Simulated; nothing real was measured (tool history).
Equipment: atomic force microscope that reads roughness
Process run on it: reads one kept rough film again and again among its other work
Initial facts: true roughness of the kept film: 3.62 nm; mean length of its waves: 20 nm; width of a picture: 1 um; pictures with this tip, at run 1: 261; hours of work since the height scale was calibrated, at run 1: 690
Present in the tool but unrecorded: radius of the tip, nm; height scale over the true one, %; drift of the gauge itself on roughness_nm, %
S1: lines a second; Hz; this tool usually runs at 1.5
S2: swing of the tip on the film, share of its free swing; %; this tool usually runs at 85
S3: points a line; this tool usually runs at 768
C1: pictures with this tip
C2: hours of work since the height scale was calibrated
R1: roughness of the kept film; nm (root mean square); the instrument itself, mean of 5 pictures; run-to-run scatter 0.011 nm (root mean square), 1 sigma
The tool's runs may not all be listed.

run,hour,S1,S2,S3,C1,C2,R1
1,0,1.5,85,768,261,690,2.541
# hour 18.6: new tip fitted
2,25.8,1.5,85,768,11,703,2.538
3,55.5,1.5,85,768,54,719,2.538
4,78.6,1.5,85,768,88,731,2.53
5,96.7,1.5,85,768,115,740,2.521
6,112.2,0.8,85,768,138,748,2.687
7,141.7,3.59,85,768,181,763,2.173
8,171,3.59,85,768,224,778,2.156
9,185.2,1.5,60,768,245,786,2.781
# hour 214.8: new tip fitted
10,218.4,1.5,85,768,5,802,2.533
11,233.2,1.5,85,768,27,810,2.534
12,250.9,1.5,85,768,53,819,2.525
13,266.7,1.5,85,768,76,827,2.545
14,281.5,1.5,85,768,98,835,2.523
15,313.2,1.5,59,768,144,851,2.777
16,337.8,1.03,85,768,180,864,2.638
17,353.2,1.5,85,768,203,872,2.54
18,380.6,1.5,85,768,243,886,2.557
19,402.7,1.5,85,768,276,897,2.531
# hour 410.6: new tip fitted
20,425.5,1.5,85,768,21,909,2.522
21,460.2,1.5,78,768,73,927,2.641
22,484,3.95,90,263,107,939,1.923
23,502.9,1.33,88,768,135,949,2.527
24,519.7,1.33,88,768,160,957,2.523
25,536.2,1.33,88,768,184,966,2.52
26,567,1.41,62,768,229,982,2.772
27,583.8,2.18,84,451,254,990,2.412
# hour 606.7: new tip fitted
28,608.1,2.62,85,588,2,1003,2.329
29,630.7,1.09,85,588,35,1014,2.613
30,648.8,1.5,85,381,62,1024,2.499
31,681.8,0.54,85,768,110,1041,2.764
32,701.5,2.05,85,335,139,1051,2.387
33,717.6,3.09,85,556,163,1059,2.238
34,746.5,3.34,85,315,205,1074,2.164
35,767.6,3.34,69,559,237,1085,2.536
36,785.3,0.64,57,898,263,1094,2.82
# hour 803.3: new tip fitted
37,804.2,3.78,88,276,2,1103,2.015
38,818.9,0.88,85,369,23,1111,2.658
39,833.3,2.5,85,768,44,1118,2.351
40,856.4,2.5,85,768,78,1130,2.362

Below are 3 alternative next runs, each starting from the tool's condition after run 40. Predict each:
A,885.6,0.54,64,768,121,1145,?
B,885.6,2.5,85,300,121,1145,?
C,885.6,3.02,85,812,121,1145,?

run,R1
A,2.85
B,2.285
C,2.25
What these runs would have given with no unlogged condition in the tool:
run,R1
A,2.853
B,2.288
C,2.252

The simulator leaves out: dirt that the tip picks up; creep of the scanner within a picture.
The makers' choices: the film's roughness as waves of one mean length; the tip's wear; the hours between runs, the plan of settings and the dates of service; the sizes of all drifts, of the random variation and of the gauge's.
